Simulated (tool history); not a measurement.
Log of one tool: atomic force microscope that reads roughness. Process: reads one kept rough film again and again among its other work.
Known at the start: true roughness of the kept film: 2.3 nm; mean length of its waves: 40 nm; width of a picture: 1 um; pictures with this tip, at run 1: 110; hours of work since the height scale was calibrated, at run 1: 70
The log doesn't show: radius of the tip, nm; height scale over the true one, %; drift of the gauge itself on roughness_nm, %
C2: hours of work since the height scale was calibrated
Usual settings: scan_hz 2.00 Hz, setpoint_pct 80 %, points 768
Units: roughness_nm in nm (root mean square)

run 1 hour=0.0 | scan_hz=2.00 setpoint_pct=80 points=768 | pictures_with_this_tip=110 C2=70 | roughness_nm=1.846
run 2 hour=6.7 | scan_hz=2.00 setpoint_pct=80 points=768 | pictures_with_this_tip=118 C2=73 | roughness_nm=1.844
run 3 hour=16.2 | scan_hz=2.00 setpoint_pct=80 points=768 | pictures_with_this_tip=129 C2=77 | roughness_nm=1.822
run 4 hour=25.7 | scan_hz=2.00 setpoint_pct=80 points=768 | pictures_with_this_tip=141 C2=81 | roughness_nm=1.803
-- hour=27.0 new tip fitted
run 5 hour=30.3 | scan_hz=2.00 setpoint_pct=72 points=768 | pictures_with_this_tip=4 C2=83 | roughness_nm=2.046
run 6 hour=36.0 | scan_hz=2.00 setpoint_pct=72 points=768 | pictures_with_this_tip=11 C2=85 | roughness_nm=2.035
run 7 hour=44.3 | scan_hz=2.00 setpoint_pct=72 points=768 | pictures_with_this_tip=21 C2=89 | roughness_nm=2.029
run 8 hour=54.0 | scan_hz=2.00 setpoint_pct=80 points=768 | pictures_with_this_tip=33 C2=93 | roughness_nm=1.943
run 9 hour=61.8 | scan_hz=2.00 setpoint_pct=87 points=768 | pictures_with_this_tip=43 C2=97 | roughness_nm=1.849
run 10 hour=66.0 | scan_hz=2.00 setpoint_pct=80 points=768 | pictures_with_this_tip=48 C2=98 | roughness_nm=1.893
run 11 hour=74.6 | scan_hz=2.00 setpoint_pct=80 points=768 | pictures_with_this_tip=59 C2=102 | roughness_nm=1.887
run 12 hour=79.1 | scan_hz=2.00 setpoint_pct=80 points=768 | pictures_with_this_tip=64 C2=104 | roughness_nm=1.887
-- hour=80.9 height scale calibrated on a step standard
run 13 hour=87.5 | scan_hz=2.00 setpoint_pct=80 points=768 | pictures_with_this_tip=73 C2=3 | roughness_nm=1.890
run 14 hour=92.3 | scan_hz=0.73 setpoint_pct=79 points=410 | pictures_with_this_tip=79 C2=5 | roughness_nm=2.011
run 15 hour=97.7 | scan_hz=1.25 setpoint_pct=56 points=768 | pictures_with_this_tip=86 C2=7 | roughness_nm=2.040
run 16 hour=106.1 | scan_hz=3.19 setpoint_pct=80 points=840 | pictures_with_this_tip=96 C2=11 | roughness_nm=1.741
-- hour=111.0 height scale calibrated on a step standard, once more
run 17 hour=117.3 | scan_hz=2.00 setpoint_pct=64 points=768 | pictures_with_this_tip=109 C2=3 | roughness_nm=1.970
run 18 hour=123.9 | scan_hz=2.00 setpoint_pct=80 points=590 | pictures_with_this_tip=117 C2=6 | roughness_nm=1.821
run 19 hour=130.3 | scan_hz=1.06 setpoint_pct=80 points=629 | pictures_with_this_tip=125 C2=9 | roughness_nm=1.911
run 20 hour=138.2 | scan_hz=1.36 setpoint_pct=80 points=768 | pictures_with_this_tip=135 C2=12 | roughness_nm=1.868
run 21 hour=143.7 | scan_hz=0.82 setpoint_pct=80 points=465 | pictures_with_this_tip=141 C2=14 | roughness_nm=1.931
-- hour=144.7 new tip fitted
run 22 hour=152.0 | scan_hz=0.62 setpoint_pct=58 points=505 | pictures_with_this_tip=9 C2=18 | roughness_nm=2.207
run 23 hour=160.9 | scan_hz=1.40 setpoint_pct=83 points=1021 | pictures_with_this_tip=20 C2=22 | roughness_nm=2.010
run 24 hour=167.7 | scan_hz=2.00 setpoint_pct=64 points=768 | pictures_with_this_tip=28 C2=25 | roughness_nm=2.078
run 25 hour=176.6 | scan_hz=0.77 setpoint_pct=80 points=768 | pictures_with_this_tip=39 C2=29 | roughness_nm=2.069
run 26 hour=181.0 | scan_hz=1.31 setpoint_pct=80 points=335 | pictures_with_this_tip=45 C2=31 | roughness_nm=1.998

Forecast each of these 5 alternatives for the next run:
run A hour=187.6 | scan_hz=1.31 setpoint_pct=80 points=748 | pictures_with_this_tip=53 C2=34 | roughness_nm=?
run B hour=187.6 | scan_hz=2.00 setpoint_pct=71 points=768 | pictures_with_this_tip=53 C2=34 | roughness_nm=?
run C hour=187.6 | scan_hz=0.61 setpoint_pct=80 points=768 | pictures_with_this_tip=53 C2=34 | roughness_nm=?
run D hour=187.6 | scan_hz=1.31 setpoint_pct=83 points=335 | pictures_with_this_tip=53 C2=34 | roughness_nm=?
run E hour=187.6 | scan_hz=2.72 setpoint_pct=65 points=405 | pictures_with_this_tip=53 C2=34 | roughness_nm=?

run=A roughness_nm=1.989
run=B roughness_nm=1.975
run=C roughness_nm=2.072
run=D roughness_nm=1.955
run=E roughness_nm=2.004
Without the tool's hidden state the same runs would have given:
run=A roughness_nm=2.071
run=B roughness_nm=2.056
run=C roughness_nm=2.157
run=D roughness_nm=2.036
run=E roughness_nm=2.087
